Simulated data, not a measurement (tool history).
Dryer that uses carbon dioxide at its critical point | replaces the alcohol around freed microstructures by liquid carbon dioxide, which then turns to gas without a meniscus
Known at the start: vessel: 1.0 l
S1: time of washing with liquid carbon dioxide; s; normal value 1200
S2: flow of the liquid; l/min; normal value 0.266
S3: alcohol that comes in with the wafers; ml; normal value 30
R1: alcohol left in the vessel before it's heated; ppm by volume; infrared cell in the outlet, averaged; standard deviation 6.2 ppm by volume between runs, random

run,hour,S1,S2,S3,R1
1,0,1200,0.266,30,322
2,6.8,1200,0.266,30,329
3,11.6,1140,0.266,30,408
4,16.6,1140,0.266,30,407
5,22.2,1140,0.266,30,413
6,32.5,1200,0.266,30,337
7,39.4,1200,0.266,30,342
8,45.3,1200,0.266,30,355
9,50.6,1200,0.266,30,348
10,61.6,1200,0.266,30,355
11,68.1,1200,0.195,30,1060
12,78.5,1200,0.266,30,362
13,85.2,1200,0.266,30,379
14,95.9,1200,0.266,43,498
15,101.2,1200,0.266,26,329
16,106.5,1200,0.266,26,336
17,113.8,1200,0.266,26,343
18,122.8,1200,0.266,26,337
19,133.9,1200,0.318,30,202
20,143.8,1200,0.318,30,203
21,150.3,1200,0.318,30,213
22,158.5,1200,0.318,30,217
23,163.9,1200,0.318,30,222
24,171.5,1200,0.266,86,1019
25,181.6,780,0.392,110,1533
26,186.2,1860,0.218,30,193
27,192.1,1860,0.218,30,194
28,201.2,1860,0.218,30,195
29,210.2,1080,0.223,117,4057
30,218.8,720,0.267,102,6993
31,228.7,900,0.175,102,11876
32,237,1560,0.33,66,147
33,243.9,960,0.33,22,365
34,249.8,960,0.268,43,1315
35,260.5,1380,0.249,112,1061
36,271,1380,0.249,112,1129
37,281.4,1020,0.266,30,809
38,290.3,1020,0.266,30,824
39,298.3,1380,0.251,30,358
40,306.6,1380,0.251,40,469
41,311.3,1380,0.251,40,467
42,319.5,1380,0.251,40,465
43,329.7,1380,0.251,40,473
44,340.4,1200,0.191,112,5081
45,347.2,900,0.402,115,979
46,356.1,840,0.179,115,15128

Hidden state or all else? Some run-to-run changes of R1, split into what the settings, what came in and random variation would give without the hidden state, and what is left for the hidden state (with any gauge scatter that isn't in both results):
Unlogged tool condition in this case: flow that reaches the vessel past the clogged filter, %; alcohol in the recycled carbon dioxide, ppm; drift of the gauge itself on alcohol_ppm, %.
Run 30 -> 31: S1 720 -> 900, S2 0.267 -> 0.175. R1 +4883 ppm by volume: hidden state +669, all else +4214.
Run 31 -> 32: S1 900 -> 1560, S2 0.175 -> 0.33, S3 102 -> 66. R1 -11729 ppm by volume: hidden state -2086, all else -9643.
Run 43 -> 44: S1 1380 -> 1200, S2 0.251 -> 0.191, S3 40 -> 112. R1 +4608 ppm by volume: hidden state +1415, all else +3193.
Run 45 -> 46: S1 900 -> 840, S2 0.402 -> 0.179. R1 +14149 ppm by volume: hidden state +3008, all else +11141.

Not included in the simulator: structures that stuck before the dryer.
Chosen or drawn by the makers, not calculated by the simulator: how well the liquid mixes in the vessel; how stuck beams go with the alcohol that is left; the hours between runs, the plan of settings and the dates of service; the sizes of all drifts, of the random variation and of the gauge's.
